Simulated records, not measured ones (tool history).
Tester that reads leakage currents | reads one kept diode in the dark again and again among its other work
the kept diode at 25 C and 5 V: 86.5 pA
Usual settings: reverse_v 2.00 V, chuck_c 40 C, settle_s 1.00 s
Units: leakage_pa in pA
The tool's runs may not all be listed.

run    hour  reverse_v  chuck_c  settle_s  leakage_pa
  1     0.0       2.00       40      1.00      167.64
  2   106.6       2.00       40      1.00      167.49
  3   187.1       2.00       40      1.00      165.62
  4   316.2       2.00       40      1.00      164.65
  5   405.0       5.48       40      1.00      293.40
  6   484.6       2.00       40      1.00      163.65
  7   568.9       2.00       40      1.00      163.87
  8   660.8       5.31       40      1.00      285.93
  9   761.7       5.31       40      1.00      284.01
 10   878.6      16.43       40      1.00      549.56
 11   979.3      16.43       40      1.00      542.54
 12  1040.9      16.43       40      1.00      500.11
 13  1179.9       1.84       26      9.62       47.95
 14  1241.1       3.22       24      2.25       55.73
 15  1362.9       3.22       24      2.25       56.04
 16  1421.6       3.22       24      2.25       55.60
 17  1506.4       1.99       29      2.64       63.75
 18  1627.5       3.61       44      5.88      281.89
 19  1698.4       2.00       22      2.03       35.93
 20  1796.2       1.15       53      3.91      282.10
 21  1854.5       1.15       53      3.91      333.60

Taken out of this log: 2 entries between the listed runs. Where each belongs, and how the hidden state differs across it:
Between runs 11 and 12: probe card cleaned and baked (hour 1040.9)
  stray current of the dirty probe card, pA a volt: 2.623 -> 0.023; current scale over the true one, %: 1.35 -> 1.36; true chuck temperature over the reading, C: -1.56 -> -1.61
  measured less the result without the state, leakage_pa: -11.49 -> -56.74 pA
Between runs 20 and 21: chuck's temperature calibrated (hour 1828.1)
  stray current of the dirty probe card, pA a volt: 0.811 -> 0.869; current scale over the true one, %: 1.54 -> 1.55; true chuck temperature over the reading, C: -2.22 -> 0.05
  measured less the result without the state, leakage_pa: -41.45 -> +7.31 pA

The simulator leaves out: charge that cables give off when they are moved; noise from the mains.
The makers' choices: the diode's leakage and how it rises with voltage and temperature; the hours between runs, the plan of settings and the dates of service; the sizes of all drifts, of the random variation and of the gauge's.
